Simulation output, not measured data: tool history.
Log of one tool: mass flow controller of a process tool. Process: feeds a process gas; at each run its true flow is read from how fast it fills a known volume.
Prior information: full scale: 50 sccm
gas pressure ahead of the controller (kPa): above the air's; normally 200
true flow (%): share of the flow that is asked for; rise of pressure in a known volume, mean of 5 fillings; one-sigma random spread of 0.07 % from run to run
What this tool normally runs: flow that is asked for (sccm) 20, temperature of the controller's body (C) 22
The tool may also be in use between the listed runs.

run      day  flow that is asked for (sccm)  gas pressure ahead of the controller (kPa)  temperature of the controller's body (C)  true flow (%)
  1        0                             20                                         200                                        22          98.77
  2    3.212                             20                                         200                                        22          98.75
  3    7.696                             20                                         200                                        22          98.58
  4   10.279                             20                                         200                                        22          98.71
  5   13.708                             20                                         200                                        22          98.76
  6   17.958                             20                                         211                                        22          98.65
  7   21.775                             20                                         200                                        22          98.62
  8   26.717                             20                                         200                                        22          98.65
  9   30.912                             20                                         200                                        22          98.74
 10   33.058                             20                                         200                                        25           98.6
 11   38.067                             20                                         200                                        25          98.56
 12   40.442                             20                                         200                                        25          98.65
 13   44.033                             20                                         200                                        25          98.58
      44.279  -- controller's zero set anew
 14   47.979                             20                                         200                                        25          98.28
 15   51.388                             20                                         279                                        25          97.92
 16   53.783                             20                                         279                                        25          97.77
 17   56.858                             20                                         198                                        22          98.39
 18   59.546                             20                                         198                                        22          98.37
 19   63.233                             20                                         200                                        33          98.44
      66.146  -- controller's zero set anew, once more
 20   66.225                             20                                         200                                        33          99.33
 21   70.725                             20                                         200                                        33          99.34
 22   73.488                             20                                         200                                        33          99.39
 23   76.896                             20                                         211                                        33          99.16
 24   79.354                             20                                         211                                        33          99.22
 25   83.454                             10                                         198                                        22          98.55
 26   86.454                             20                                         145                                        22          99.32
 27   91.175                             14                                         200                                        24          98.75
 28   94.754                             25                                         159                                        22           99.6
 29   99.396                              5                                         200                                        25           97.5
 30  103.054                              5                                         166                                        25          97.72
 31  106.592                              5                                         166                                        25          97.59
 32  111.533                              6                                         156                                        22          97.73
 33  114.412                              7                                         200                                        26          97.84
 34  118.346                             20                                         147                                        24          99.27
 35  121.546                             20                                         147                                        24          99.33
 36  126.071                             31                                         228                                        20          99.21
 37  129.533                             31                                         228                                        20          99.17
 38  133.388                             20                                         169                                        21          99.02
 39  135.538                             28                                         210                                        32          99.34
 40  139.054                             14                                         210                                        32          98.59
 41  142.583                             14                                         210                                        32          98.65
 42  147.242                             14                                         210                                        32          98.59
 43    150.1                             48                                         178                                        36          100.6
 44  153.133                             10                                         216                                        22           97.8
 45  156.129                              7                                         200                                        28          97.18
 46  161.142                              7                                         201                                        28           97.2
 47  165.317                              7                                         201                                        28           97.2
 48  169.788                             20                                         200                                        36          99.11

Below, each run's measurement less what the same run would have read without the hidden state. Both values contain the same run-to-run variation, but the gauge's scatter may not be the same in both:
Hidden state at play: flow at rest that the sensor doesn't see, % of full scale; true flow over the shown one, %; drift of the gauge itself on true_pct, %.
run  true flow (%)
  1          -0.17
  2          -0.17
  3          -0.19
  4           -0.2
  5          -0.22
  6          -0.23
  7          -0.25
  8          -0.26
  9          -0.28
 10          -0.29
 11          -0.31
 12          -0.31
 13          -0.33
 14          -0.62
 15          -0.63
 16          -0.64
 17          -0.65
 18          -0.66
 19          -0.68
 20          +0.19
 21          +0.18
 22          +0.16
 23          +0.16
 24          +0.14
 25          -0.12
 26          +0.12
 27          -0.01
 28          +0.15
 29          -0.94
 30          -1.02
 31          -1.09
 32          -0.92
 33          -0.76
 34          +0.01
 35          -0.01
 36          +0.15
 37          +0.15
 38          -0.05
 39           +0.1
 40          -0.31
 41          -0.33
 42          -0.36
 43          +0.26
 44          -0.77
 45          -1.37
 46          -1.44
 47           -1.5
 48          -0.18

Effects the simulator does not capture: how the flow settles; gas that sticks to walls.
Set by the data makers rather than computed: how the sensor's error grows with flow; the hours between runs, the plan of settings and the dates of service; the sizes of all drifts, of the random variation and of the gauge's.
